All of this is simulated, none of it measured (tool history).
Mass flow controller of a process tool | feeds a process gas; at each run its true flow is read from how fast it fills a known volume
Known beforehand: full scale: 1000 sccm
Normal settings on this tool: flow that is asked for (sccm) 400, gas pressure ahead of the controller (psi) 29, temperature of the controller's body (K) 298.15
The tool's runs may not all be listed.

| run | hour | flow that is asked for (sccm) | gas pressure ahead of the controller (psi) | temperature of the controller's body (K) | true flow (%) |
|---|---|---|---|---|---|
| 1 | 0 | 400 | 29 | 298.15 | 98.62 |
| 2 | 71.9 | 987 | 29 | 298.15 | 100.13 |
| 3 | 104.7 | 987 | 29 | 298.15 | 100.15 |
| 4 | 172.3 | 987 | 29 | 298.15 | 100.12 |
| 5 | 245 | 400 | 29 | 298.15 | 98.85 |
| 6 | 318.7 | 400 | 29 | 298.15 | 99.12 |
| 7 | 362.3 | 400 | 29 | 298.15 | 99.13 |
| 8 | 399.2 | 400 | 29 | 298.15 | 99.16 |
| 9 | 457.3 | 400 | 29 | 298.15 | 99.26 |
| 10 | 516.6 | 400 | 29 | 298.15 | 99.51 |
| 11 | 564.5 | 400 | 29 | 298.15 | 99.4 |
| 12 | 599.6 | 400 | 39.7 | 305.15 | 99.38 |
| 13 | 646 | 297 | 29 | 294.15 | 99.2 |
| 14 | 705.5 | 297 | 29 | 294.15 | 99.24 |
| 15 | 751.9 | 429 | 40.2 | 302.15 | 99.59 |
| 16 | 818 | 249 | 24.8 | 298.15 | 99.74 |
| 17 | 889.1 | 266 | 30.6 | 303.15 | 100.05 |
| 18 | 966 | 167 | 30.6 | 303.15 | 99.74 |
| 19 | 1026.4 | 156 | 36.7 | 303.15 | 99.61 |
| 20 | 1104.4 | 156 | 36.7 | 303.15 | 99.74 |
| 21 | 1179.4 | 963 | 25.8 | 297.15 | 101.73 |

Table of differences, measured result less the result of that run with no hidden state. Run-to-run variation is the same in both. Gauge scatter possibly is not:
Hidden state present: flow at rest that the sensor doesn't see, % of full scale; true flow over the shown one, %; drift of the gauge itself on true_pct, %.
| run | true flow (%) |
|---|---|
| 1 | +0 |
| 2 | +0.11 |
| 3 | +0.17 |
| 4 | +0.27 |
| 5 | +0.38 |
| 6 | +0.5 |
| 7 | +0.56 |
| 8 | +0.62 |
| 9 | +0.7 |
| 10 | +0.8 |
| 11 | +0.88 |
| 12 | +0.93 |
| 13 | +0.99 |
| 14 | +1.09 |
| 15 | +1.16 |
| 16 | +1.26 |
| 17 | +1.38 |
| 18 | +1.49 |
| 19 | +1.58 |
| 20 | +1.7 |
| 21 | +1.85 |
